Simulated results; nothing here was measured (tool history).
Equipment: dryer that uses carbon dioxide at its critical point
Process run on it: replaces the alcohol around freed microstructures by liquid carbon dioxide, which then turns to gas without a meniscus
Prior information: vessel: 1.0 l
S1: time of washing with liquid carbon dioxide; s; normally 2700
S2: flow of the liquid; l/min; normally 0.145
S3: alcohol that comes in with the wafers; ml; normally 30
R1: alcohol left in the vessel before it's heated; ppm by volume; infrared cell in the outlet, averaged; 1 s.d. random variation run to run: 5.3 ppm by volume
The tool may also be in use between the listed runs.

run,hour,S1,S2,S3,R1
1,0.0,2700,0.145,30,292
# hour 3.7: inlet filter changed
2,10.0,2700,0.145,30,134
3,14.3,2700,0.239,30,25
4,19.7,2700,0.239,30,12
5,25.8,2700,0.239,30,19
6,32.3,2700,0.239,67,19
7,37.3,2700,0.145,30,130
8,41.6,2700,0.145,30,150
9,49.3,2700,0.145,32,141
10,56.3,2700,0.145,32,144
11,61.7,2700,0.145,30,133
12,67.3,3000,0.145,30,86
13,75.7,3600,0.145,95,84
14,81.4,2280,0.145,25,275
15,89.0,3600,0.155,23,25
16,93.2,3600,0.219,92,27
17,98.9,2400,0.166,30,138
18,106.9,3000,0.087,30,797
19,112.6,1980,0.110,22,1114
20,116.6,2040,0.194,22,108
21,120.7,4260,0.101,117,321
22,126.3,2760,0.187,22,31
23,132.4,1620,0.145,73,2864

Branching from run 23: 5 alternative next runs. What would each branch give?
A,138.8,2700,0.145,20,?
B,138.8,3240,0.114,30,?
C,138.8,1680,0.176,31,?
D,138.8,2700,0.171,82,?
E,138.8,1620,0.145,23,?

run,R1
A,101
B,196
C,546
D,156
E,927
Had the tool no hidden state, the same runs would have come out as:
run,R1
A,75
B,158
C,468
D,118
E,824
